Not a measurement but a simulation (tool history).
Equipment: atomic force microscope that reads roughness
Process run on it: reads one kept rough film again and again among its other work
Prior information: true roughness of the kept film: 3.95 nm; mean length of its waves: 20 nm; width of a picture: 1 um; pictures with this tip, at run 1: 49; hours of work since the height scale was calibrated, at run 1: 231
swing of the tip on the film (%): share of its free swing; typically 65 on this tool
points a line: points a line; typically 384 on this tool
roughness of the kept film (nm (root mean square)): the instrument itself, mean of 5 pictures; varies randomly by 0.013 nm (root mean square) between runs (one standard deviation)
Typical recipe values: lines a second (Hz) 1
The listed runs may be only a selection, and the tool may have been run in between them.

run,day,lines a second (Hz),swing of the tip on the film (%),points a line,pictures with this tip,hours of work since the height scale was calibrated,roughness of the kept film (nm (root mean square))
1,0,1,65,384,49,231,3.098
2,0.317,1,65,384,59,236,3.145
3,0.962,1,65,384,81,247,3.103
4,1.496,1,65,384,98,256,3.09
5,2.042,1,65,384,117,266,3.111
6,2.342,1,65,612,127,271,3.119
7,2.708,1,65,612,139,277,3.152
8,3.121,0.91,65,612,153,284,3.172
9,3.621,1,65,384,169,293,3.109
10,4.104,1,65,384,185,301,3.129
11,4.558,1,65,384,201,309,3.131
12,5.05,1,65,384,217,317,3.122
13,5.321,1,88,384,226,322,2.871
# day 5.429: new tip fitted
14,5.725,1,88,384,10,328,2.845
15,6.329,1,65,842,30,339,3.174
16,6.796,1,65,842,45,347,3.162
17,7.096,1,65,842,55,352,3.174
18,7.704,1,65,842,76,362,3.171
19,8.233,1,65,842,93,371,3.144
20,8.738,1,65,842,110,380,3.131
21,9.283,3.72,65,384,128,389,2.819
22,9.712,1,65,384,143,397,3.116
23,10.367,1,65,384,165,408,3.114
24,10.771,1,65,384,178,415,3.128
25,11.35,1,65,384,197,425,3.125
26,11.692,1,65,384,209,430,3.113
27,12.171,1,58,384,225,439,3.161
# day 12.308: new tip fitted
28,12.575,1.15,58,625,8,445,3.169
29,13.15,2.59,58,835,28,455,3.063
30,13.729,2.59,58,835,47,465,3.075
31,14.212,0.81,62,443,63,473,3.163
32,14.662,3.43,57,671,78,481,3.022
33,14.942,1.59,66,346,87,486,2.998
34,15.458,0.55,78,346,105,495,3.071
35,16.112,0.59,84,524,126,506,3.065
36,16.512,0.59,68,524,140,513,3.183
37,16.871,1.77,63,524,152,519,3.08
38,17.358,1.89,78,806,168,527,2.847
39,17.633,1,57,1011,177,532,3.214
40,18.238,0.58,70,1011,197,542,3.184
41,18.829,1.39,75,319,217,552,2.914
# day 19.208: new tip fitted
42,19.271,1.3,68,356,2,559,3.019
43,19.775,0.97,82,456,19,568,2.989
44,20.304,0.97,82,456,36,577,2.952
45,20.738,0.97,82,456,51,585,2.966
46,21.371,0.97,82,456,72,595,2.964
47,22.017,0.97,82,456,93,606,2.967
48,22.325,0.97,82,456,104,612,2.981
49,22.883,0.97,69,327,122,621,3.067
50,23.242,1.01,84,499,134,627,2.923
51,23.646,1.01,84,499,148,634,2.918
52,24.267,0.64,86,329,168,645,2.986
53,24.546,0.77,86,384,178,650,2.956

Branching from run 53: 4 alternative next runs. What would each branch give?
A,25.008,3.86,86,384,193,658,?
B,25.008,1.29,84,766,193,658,?
C,25.008,1,56,384,193,658,?
D,25.008,2.38,70,685,193,658,?

run,roughness of the kept film (nm (root mean square))
A,2.165
B,2.862
C,3.165
D,2.903
With no hidden state in the tool, these same runs would have given:
run,roughness of the kept film (nm (root mean square))
A,2.169
B,2.868
C,3.172
D,2.909

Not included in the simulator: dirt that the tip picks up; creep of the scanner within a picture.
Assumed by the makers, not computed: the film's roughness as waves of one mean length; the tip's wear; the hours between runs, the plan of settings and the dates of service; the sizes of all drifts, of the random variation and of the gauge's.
